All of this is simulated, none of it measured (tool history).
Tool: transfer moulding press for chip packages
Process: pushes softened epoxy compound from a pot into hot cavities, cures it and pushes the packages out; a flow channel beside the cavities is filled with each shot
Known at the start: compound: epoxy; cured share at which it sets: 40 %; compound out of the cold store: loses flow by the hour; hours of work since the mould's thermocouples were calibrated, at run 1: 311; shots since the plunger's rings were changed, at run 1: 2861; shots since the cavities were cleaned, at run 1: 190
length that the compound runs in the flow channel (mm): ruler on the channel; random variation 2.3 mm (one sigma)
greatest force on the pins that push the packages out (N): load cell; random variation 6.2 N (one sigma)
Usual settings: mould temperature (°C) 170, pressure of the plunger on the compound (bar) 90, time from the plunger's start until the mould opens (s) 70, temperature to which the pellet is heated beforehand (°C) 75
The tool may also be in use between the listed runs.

run   hour  mould temperature (°C)  pressure of the plunger on the compound (bar)  time from the plunger's start until the mould opens (s)  temperature to which the pellet is heated beforehand (°C)  hours of work since the mould's thermocouples were calibrated  shots since the plunger's rings were changed  shots since the cavities were cleaned  incoming compound's hours out of the cold store  length that the compound runs in the flow channel (mm)  greatest force on the pins that push the packages out (N)
  1      0                     170                                             90                                                       70                                                         75                                                            311                                          2861                                    190                                             18.1                                                     842                                                        325
       7.8  -- plunger's sealing rings changed
  2   13.2                     170                                             90                                                       70                                                         75                                                            318                                            81                                    349                                             12.9                                                     885                                                        362
  3   29.8                     170                                             90                                                       70                                                         75                                                            329                                           326                                    594                                             18.7                                                     873                                                        402
  4   43.6                     170                                             90                                                       70                                                         75                                                            338                                           530                                    798                                             26.4                                                     858                                                        435
      46.8  -- cavities cleaned with cleaning compound and waxed
  5   54.4                     170                                           80.6                                                       70                                                         75                                                            344                                           668                                    113                                             11.7                                                     836                                                        494
  6   73.3                     170                                           80.6                                                       70                                                         75                                                            356                                           947                                    392                                             30.7                                                     798                                                        512
  7   84.6                     170                                             90                                                       70                                                         75                                                            363                                          1114                                    559                                               25                                                     853                                                        530
  8   94.9                     170                                             90                                                       70                                                         75                                                            370                                          1266                                    711                                             44.8                                                     817                                                        517
       102  -- cavities cleaned with cleaning compound and waxed, once more
  9  105.1                     170                                             90                                                       70                                                         79                                                            375                                          1395                                     46                                             39.1                                                     822                                                        269
 10    123                     170                                             90                                                       70                                                         75                                                            387                                          1660                                    311                                             20.1                                                     852                                                        366
 11  136.6                     170                                             90                                                       80                                                         75                                                            396                                          1860                                    511                                             13.2                                                     859                                                        322
 12  144.9                     170                                             90                                                       70                                                         75                                                            401                                          1984                                    635                                             30.8                                                     835                                                        427
 13  157.1                     170                                             90                                                       54                                                         75                                                            409                                          2163                                    814                                             29.9                                                     829                                                        789
     159.6  -- cavities cleaned with cleaning compound and waxed
 14  173.8                     170                                             90                                                       54                                                         75                                                            419                                          2389                                    211                                             11.6                                                     859                                                        600
 15  182.9                     170                                             90                                                       54                                                         75                                                            424                                          2523                                    345                                             12.9                                                     854                                                        648
 16  193.1                     170                                             90                                                       54                                                         75                                                            431                                          2674                                    496                                             26.6                                                     829                                                        690
 17  204.7                     170                                             90                                                       54                                                         84                                                            438                                          2844                                    666                                             36.9                                                     806                                                        734
     214.1  -- plunger's sealing rings changed
       220  -- cavities cleaned with cleaning compound and waxed
 18  223.6                     170                                             90                                                       54                                                         84                                                            448                                           118                                     53                                             30.5                                                     850                                                        482
 19  241.3                     170                                             90                                                       54                                                         66                                                            459                                           381                                    316                                             17.4                                                     869                                                        631
 20  252.9                     170                                             90                                                       54                                                         66                                                            467                                           552                                    487                                             32.3                                                     851                                                        704
 21  269.8                     166                                             90                                                       74                                                         66                                                            478                                           802                                    737                                             44.8                                                     841                                                        535
     278.5  -- cavities cleaned with cleaning compound and waxed
 22  286.7                     170                                             90                                                       88                                                         75                                                            488                                          1030                                    122                                             11.6                                                     876                                                        226
 23  294.8                     170                                             90                                                       70                                                         71                                                            493                                          1149                                    241                                             45.1                                                     815                                                        320
 24  308.6                     172                                           69.7                                                      103                                                         73                                                            502                                          1352                                    444                                             33.7                                                     730                                                        274
 25  319.4                     172                                           69.7                                                      103                                                         73                                                            509                                          1513                                    605                                             45.8                                                     703                                                        293
     336.7  -- cavities cleaned with cleaning compound and waxed
 26  338.6                     166                                             90                                                       85                                                         75                                                            520                                          1774                                     28                                             25.6                                                     862                                                        241
 27  355.7                     166                                           88.2                                                       66                                                         81                                                            531                                          2027                                    281                                             21.8                                                     857                                                        551
 28  370.6                     171                                           74.5                                                       70                                                         70                                                            541                                          2247                                    501                                             24.7                                                     755                                                        360

Hidden state at the last listed run before each entry between runs and at the first one after, where it differs:
Between runs 1 and 2: plunger's sealing rings changed (hour 7.8)
  true mould temperature over the reading, C: -0.37 -> -0.38; pressure that reaches the compound, % of what is set: 92.16 -> 99.46; grip of the stained cavities, % over clean ones': 26.3 -> 44.3
  measured less the result without the state, length that the compound runs in the flow channel (mm): -34 -> -1; greatest force on the pins that push the packages out (N): +74 -> +120
Between runs 4 and 5: cavities cleaned with cleaning compound and waxed (hour 46.8)
  true mould temperature over the reading, C: -0.4 -> -0.41; pressure that reaches the compound, % of what is set: 98.16 -> 97.79; grip of the stained cavities, % over clean ones': 80.4 -> 100.5
  measured less the result without the state, length that the compound runs in the flow channel (mm): -6 -> -7; greatest force on the pins that push the packages out (N): +203 -> +257
Between runs 8 and 9: cavities cleaned with cleaning compound and waxed, once more (hour 102)
  pressure that reaches the compound, % of what is set: 95.95 -> 95.57; grip of the stained cavities, % over clean ones': 116.5 -> 8.5
  measured less the result without the state, length that the compound runs in the flow channel (mm): -15 -> -16; greatest force on the pins that push the packages out (N): +281 -> +28
Between runs 13 and 14: cavities cleaned with cleaning compound and waxed (hour 159.6)
  true mould temperature over the reading, C: -0.5 -> -0.51; pressure that reaches the compound, % of what is set: 93.39 -> 92.79; grip of the stained cavities, % over clean ones': 81.3 -> 28.2
  measured less the result without the state, length that the compound runs in the flow channel (mm): -26 -> -30; greatest force on the pins that push the packages out (N): +367 -> +149
Between runs 17 and 18: plunger's sealing rings changed (hour 214.1); cavities cleaned with cleaning compound and waxed (hour 220)
  true mould temperature over the reading, C: -0.54 -> -0.55; pressure that reaches the compound, % of what is set: 91.42 -> 98.98; grip of the stained cavities, % over clean ones': 69.6 -> 8.7
  measured less the result without the state, length that the compound runs in the flow channel (mm): -35 -> -2; greatest force on the pins that push the packages out (N): +318 -> +56
Between runs 21 and 22: cavities cleaned with cleaning compound and waxed (hour 278.5)
  true mould temperature over the reading, C: -0.59 -> -0.61; pressure that reaches the compound, % of what is set: 97.16 -> 96.49; grip of the stained cavities, % over clean ones': 76.8 -> 21.2
  measured less the result without the state, length that the compound runs in the flow channel (mm): -9 -> -13; greatest force on the pins that push the packages out (N): +245 -> +43
Between runs 25 and 26: cavities cleaned with cleaning compound and waxed (hour 336.7)
  true mould temperature over the reading, C: -0.63 -> -0.65; pressure that reaches the compound, % of what is set: 95.19 -> 94.45; grip of the stained cavities, % over clean ones': 69.1 -> 5.8
  measured less the result without the state, length that the compound runs in the flow channel (mm): -15 -> -22; greatest force on the pins that push the packages out (N): +120 -> +22
